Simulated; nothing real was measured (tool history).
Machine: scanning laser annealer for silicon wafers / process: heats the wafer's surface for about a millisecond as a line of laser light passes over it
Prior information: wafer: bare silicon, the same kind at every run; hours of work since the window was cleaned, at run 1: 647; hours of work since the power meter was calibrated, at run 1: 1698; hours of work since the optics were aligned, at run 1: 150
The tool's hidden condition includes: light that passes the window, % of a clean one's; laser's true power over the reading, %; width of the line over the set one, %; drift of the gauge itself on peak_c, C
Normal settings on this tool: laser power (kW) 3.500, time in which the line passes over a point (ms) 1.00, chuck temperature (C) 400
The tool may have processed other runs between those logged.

run     day  laser power (kW)  time in which the line passes over a point (ms)  chuck temperature (C)  hours of work since the window was cleaned  hours of work since the power meter was calibrated  hours of work since the optics were aligned  highest temperature of the surface (C)
  1   0.000             3.500                                             1.00                    400                                         647                                                1698                                          150                                    1107
  2   2.958             3.500                                             1.00                    400                                         691                                                1742                                          194                                    1102
  3   5.025             3.500                                             1.00                    400                                         722                                                1773                                          224                                    1102
  4   7.217             3.500                                             1.00                    400                                         754                                                1806                                          257                                    1104
  5  10.854             3.500                                             1.00                    400                                         808                                                1860                                          311                                    1095
  6  12.871             3.500                                             1.00                    400                                         838                                                1890                                          341                                    1098
  7  15.992             3.500                                             1.00                    400                                         885                                                1936                                          387                                    1096
  8  17.929             3.500                                             1.00                    400                                         914                                                1965                                          416                                    1095
  9  19.833             3.021                                             0.86                    398                                         942                                                1993                                          445                                     924
     22.425  -- window over the wafer cleaned
 10  22.425             3.491                                             0.86                    404                                           0                                                2031                                          482                                    1029
 11  25.592             3.491                                             0.86                    404                                          47                                                2078                                          529                                    1031
 12  28.571             3.491                                             0.86                    404                                          91                                                2122                                          573                                    1026
 13  32.225             3.305                                             0.74                    407                                         146                                                2176                                          628                                     936
 14  34.825             3.591                                             1.07                    400                                         184                                                2215                                          666                                    1130
 15  38.254             3.500                                             1.15                    438                                         235                                                2266                                          717                                    1171

Describe how what the log doesn't record of the tool's condition differs between the last listed run preceding each entry between runs and the first listed run following it.
In the gap between runs 9 and 10: window over the wafer cleaned (day 22.425)
  light that passes the window, % of a clean one's: 96.18 -> 95.53; laser's true power over the reading, %: -0.9 -> -0.92; width of the line over the set one, %: 0.58 -> 0.62
  measured less the result without the state, highest temperature of the surface (C): -35 -> -48

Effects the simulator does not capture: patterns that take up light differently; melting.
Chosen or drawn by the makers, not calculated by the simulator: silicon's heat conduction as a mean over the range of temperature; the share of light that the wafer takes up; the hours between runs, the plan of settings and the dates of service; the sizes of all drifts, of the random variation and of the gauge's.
